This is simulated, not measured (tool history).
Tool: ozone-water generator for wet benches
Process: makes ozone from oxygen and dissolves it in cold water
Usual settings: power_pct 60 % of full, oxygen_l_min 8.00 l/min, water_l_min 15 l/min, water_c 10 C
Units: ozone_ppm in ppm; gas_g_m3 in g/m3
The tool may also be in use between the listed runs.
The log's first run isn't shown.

Run 2, hour 18.0: usual settings. Result: ozone_ppm 47.0 ppm, gas_g_m3 244.6 g/m3.
Run 3, hour 38.0: usual settings. Result: ozone_ppm 47.2 ppm, gas_g_m3 243.6 g/m3.
Run 4, hour 68.3: usual settings. Result: ozone_ppm 47.0 ppm, gas_g_m3 242.2 g/m3.
Run 5, hour 86.5: usual settings. Result: ozone_ppm 47.1 ppm, gas_g_m3 245.0 g/m3.
Run 6, hour 101.8: usual settings. Result: ozone_ppm 47.1 ppm, gas_g_m3 244.9 g/m3.
Run 7, hour 134.6: usual settings but oxygen_l_min 7.49 l/min. Result: ozone_ppm 46.4 ppm, gas_g_m3 247.1 g/m3.
Run 8, hour 158.7: usual settings but oxygen_l_min 7.49 l/min. Result: ozone_ppm 46.5 ppm, gas_g_m3 249.9 g/m3.
Run 9, hour 182.0: usual settings but water_l_min 12 l/min. Result: ozone_ppm 53.9 ppm, gas_g_m3 243.5 g/m3.
Run 10, hour 213.1: usual settings but power_pct 49 % of full. Result: ozone_ppm 40.8 ppm, gas_g_m3 210.7 g/m3.
Run 11, hour 246.7: usual settings. Result: ozone_ppm 47.1 ppm, gas_g_m3 244.0 g/m3.
Run 12, hour 265.1: usual settings but oxygen_l_min 5.40 l/min. Result: ozone_ppm 44.9 ppm, gas_g_m3 277.7 g/m3.
Run 13, hour 293.3: usual settings but oxygen_l_min 5.40 l/min. Result: ozone_ppm 44.2 ppm, gas_g_m3 277.8 g/m3.
Run 14, hour 310.4: usual settings but oxygen_l_min 13.58 l/min. Result: ozone_ppm 47.9 ppm, gas_g_m3 203.9 g/m3.
Run 15, hour 344.0: usual settings but oxygen_l_min 13.58 l/min. Result: ozone_ppm 47.3 ppm, gas_g_m3 202.0 g/m3.
Run 16, hour 373.0: usual settings but oxygen_l_min 13.58 l/min, water_c 13 C. Result: ozone_ppm 44.7 ppm, gas_g_m3 202.2 g/m3.
Run 17, hour 404.4: usual settings but water_c 8 C. Result: ozone_ppm 48.4 ppm, gas_g_m3 243.2 g/m3.
Run 18, hour 430.8: usual settings but oxygen_l_min 7.12 l/min, water_l_min 16 l/min. Result: ozone_ppm 44.4 ppm, gas_g_m3 252.2 g/m3.
Run 19, hour 457.9: usual settings but oxygen_l_min 7.12 l/min, water_l_min 16 l/min. Result: ozone_ppm 44.7 ppm, gas_g_m3 252.5 g/m3.
Run 20, hour 472.8: usual settings but power_pct 86 % of full, oxygen_l_min 9.91 l/min, water_l_min 16 l/min. Result: ozone_ppm 58.7 ppm, gas_g_m3 287.8 g/m3.
Run 21, hour 507.8: usual settings but power_pct 84 % of full, oxygen_l_min 7.39 l/min, water_l_min 9 l/min, water_c 6 C. Result: ozone_ppm 82.1 ppm, gas_g_m3 315.1 g/m3.
Run 22, hour 542.3: usual settings but power_pct 84 % of full, oxygen_l_min 7.39 l/min, water_l_min 9 l/min, water_c 6 C. Result: ozone_ppm 83.4 ppm, gas_g_m3 313.0 g/m3.
Run 23, hour 558.1: usual settings but power_pct 66 % of full, oxygen_l_min 10.18 l/min, water_l_min 19 l/min, water_c 6 C. Result: ozone_ppm 46.7 ppm, gas_g_m3 238.0 g/m3.
Run 24, hour 591.2: usual settings but power_pct 66 % of full, oxygen_l_min 10.18 l/min, water_l_min 19 l/min, water_c 6 C. Result: ozone_ppm 46.5 ppm, gas_g_m3 238.8 g/m3.
Run 25, hour 612.4: usual settings but power_pct 85 % of full, oxygen_l_min 9.70 l/min, water_l_min 14 l/min, water_c 6 C. Result: ozone_ppm 67.3 ppm, gas_g_m3 285.8 g/m3.
Run 26, hour 640.0: usual settings but power_pct 81 % of full. Result: ozone_ppm 57.0 ppm, gas_g_m3 296.9 g/m3.

Forecast run 27:
Run 27, hour 663.1: usual settings but power_pct 62 % of full, water_l_min 12 l/min. Result: ozone_ppm ?, gas_g_m3 ?.

{"run 27": {"ozone_ppm": 54.6, "gas_g_m3": 247.0}}
Without the tool's hidden state the same run would have given ozone_ppm 57.0 ppm, gas_g_m3 250.8 g/m3.
